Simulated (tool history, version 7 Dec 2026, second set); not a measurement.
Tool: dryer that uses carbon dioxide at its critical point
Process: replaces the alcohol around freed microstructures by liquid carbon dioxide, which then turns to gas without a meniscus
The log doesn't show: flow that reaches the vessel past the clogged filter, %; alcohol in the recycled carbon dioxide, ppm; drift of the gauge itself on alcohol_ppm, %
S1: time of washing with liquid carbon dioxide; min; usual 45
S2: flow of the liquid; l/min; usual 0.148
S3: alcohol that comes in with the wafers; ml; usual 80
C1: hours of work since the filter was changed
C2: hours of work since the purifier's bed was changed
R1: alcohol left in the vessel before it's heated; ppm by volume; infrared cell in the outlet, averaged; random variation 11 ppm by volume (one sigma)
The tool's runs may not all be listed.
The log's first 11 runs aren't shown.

{"run": 12, "day": 16.738, "S1": 37, "S2": 0.148, "S3": 80, "C1": 507, "C2": 507, "R1": 2086}
{"run": 13, "day": 18.929, "S1": 37, "S2": 0.148, "S3": 80, "C1": 547, "C2": 547, "R1": 2189}
{"day": 20.408, "done": "inlet filter changed"}
{"run": 14, "day": 21.012, "S1": 37, "S2": 0.148, "S3": 76, "C1": 11, "C2": 585, "R1": 1582}
{"run": 15, "day": 23.162, "S1": 45, "S2": 0.148, "S3": 97, "C1": 50, "C2": 624, "R1": 973}
{"run": 16, "day": 24.642, "S1": 45, "S2": 0.148, "S3": 27, "C1": 77, "C2": 651, "R1": 360}
{"run": 17, "day": 26.358, "S1": 45, "S2": 0.148, "S3": 80, "C1": 109, "C2": 682, "R1": 840}
{"run": 18, "day": 27.479, "S1": 45, "S2": 0.148, "S3": 80, "C1": 129, "C2": 703, "R1": 853}
{"run": 19, "day": 28.583, "S1": 45, "S2": 0.148, "S3": 80, "C1": 149, "C2": 723, "R1": 848}
{"run": 20, "day": 29.683, "S1": 45, "S2": 0.148, "S3": 80, "C1": 170, "C2": 743, "R1": 884}
{"run": 21, "day": 31.933, "S1": 45, "S2": 0.148, "S3": 80, "C1": 211, "C2": 784, "R1": 923}
{"run": 22, "day": 33.442, "S1": 45, "S2": 0.231, "S3": 39, "C1": 238, "C2": 812, "R1": 177}
{"run": 23, "day": 34.371, "S1": 45, "S2": 0.231, "S3": 39, "C1": 255, "C2": 829, "R1": 187}
{"run": 24, "day": 35.379, "S1": 39, "S2": 0.238, "S3": 39, "C1": 274, "C2": 847, "R1": 210}
{"run": 25, "day": 36.95, "S1": 39, "S2": 0.238, "S3": 39, "C1": 302, "C2": 876, "R1": 218}
{"run": 26, "day": 38.521, "S1": 41, "S2": 0.112, "S3": 117, "C1": 331, "C2": 905, "R1": 5331}
{"run": 27, "day": 39.933, "S1": 42, "S2": 0.14, "S3": 20, "C1": 357, "C2": 930, "R1": 531}
{"run": 28, "day": 41.838, "S1": 42, "S2": 0.14, "S3": 20, "C1": 392, "C2": 965, "R1": 547}
{"run": 29, "day": 43.867, "S1": 42, "S2": 0.2, "S3": 109, "C1": 429, "C2": 1002, "R1": 528}
{"run": 30, "day": 45.742, "S1": 45, "S2": 0.2, "S3": 110, "C1": 463, "C2": 1037, "R1": 429}
{"run": 31, "day": 46.767, "S1": 32, "S2": 0.2, "S3": 110, "C1": 482, "C2": 1055, "R1": 1596}
{"run": 32, "day": 48.804, "S1": 59, "S2": 0.214, "S3": 38, "C1": 519, "C2": 1093, "R1": 208}
{"run": 33, "day": 49.792, "S1": 44, "S2": 0.194, "S3": 92, "C1": 537, "C2": 1111, "R1": 514}

Run 34 comes next. What will it give?
{"run": 34, "day": 50.696, "S1": 40, "S2": 0.148, "S3": 38, "C1": 554, "C2": 1127, "R1": "?"}

R1: 929 ppm by volume
Without the tool's hidden state the same run would have given R1 517 ppm by volume.

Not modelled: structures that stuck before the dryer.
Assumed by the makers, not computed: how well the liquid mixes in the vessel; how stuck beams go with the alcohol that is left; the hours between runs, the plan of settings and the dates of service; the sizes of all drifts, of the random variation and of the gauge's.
